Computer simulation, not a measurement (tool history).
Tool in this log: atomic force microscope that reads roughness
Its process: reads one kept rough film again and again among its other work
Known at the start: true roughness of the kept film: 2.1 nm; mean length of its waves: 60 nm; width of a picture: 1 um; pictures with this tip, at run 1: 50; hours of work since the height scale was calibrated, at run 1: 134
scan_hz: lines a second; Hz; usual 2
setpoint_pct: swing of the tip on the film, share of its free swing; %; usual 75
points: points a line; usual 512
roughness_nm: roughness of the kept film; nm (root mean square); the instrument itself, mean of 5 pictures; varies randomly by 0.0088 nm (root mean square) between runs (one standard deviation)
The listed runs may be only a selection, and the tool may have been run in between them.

run  hour  scan_hz  setpoint_pct  points  pictures with this tip  hours of work since the height scale was calibrated  roughness_nm
  1     0        2            75     512                      50                                                  134         1.921
  2     6        2            75     512                      64                                                  138         1.909
      8.8  -- new tip fitted
  3  15.7        2            75     512                      16                                                  144         1.941
  4  22.1        2            75     512                      31                                                  149         1.938
  5  27.5        2            75     297                      44                                                  152         1.925
  6  34.2        2            75     297                      60                                                  157         1.913
     39.4  -- new tip fitted
  7  41.9        2            75     297                       6                                                  162         1.946
  8  50.7        2            75     297                      27                                                  168          1.93
     52.2  -- height scale calibrated on a step standard
  9  58.8     1.49            63     512                      43                                                    4         1.977
 10  67.5     3.14            89     270                      64                                                   10          1.71
     70.7  -- new tip fitted
 11  76.8     3.14            89     270                      14                                                   16         1.737

Across each entry between runs, compare the hidden state at the last listed run before it with the hidden state at the first listed run after it:
In the gap between runs 2 and 3: new tip fitted (hour 8.8)
  radius of the tip, nm: 14.6 -> 7.4
  measured minus no-state result, roughness_nm: -0.049 -> -0.018 nm (root mean square)
In the gap between runs 6 and 7: new tip fitted (hour 39.4)
  radius of the tip, nm: 14.2 -> 6.2; height scale over the true one, %: -0.36 -> -0.37
  measured minus no-state result, roughness_nm: -0.047 -> -0.012 nm (root mean square)
In the gap between runs 8 and 9: height scale calibrated on a step standard (hour 52.2)
  radius of the tip, nm: 9.4 -> 11.6; height scale over the true one, %: -0.37 -> -0.56
  measured minus no-state result, roughness_nm: -0.027 -> -0.041 nm (root mean square)
In the gap between runs 10 and 11: new tip fitted (hour 70.7)
  radius of the tip, nm: 14.9 -> 7.5; height scale over the true one, %: -0.56 -> -0.57
  measured minus no-state result, roughness_nm: -0.048 -> -0.02 nm (root mean square)

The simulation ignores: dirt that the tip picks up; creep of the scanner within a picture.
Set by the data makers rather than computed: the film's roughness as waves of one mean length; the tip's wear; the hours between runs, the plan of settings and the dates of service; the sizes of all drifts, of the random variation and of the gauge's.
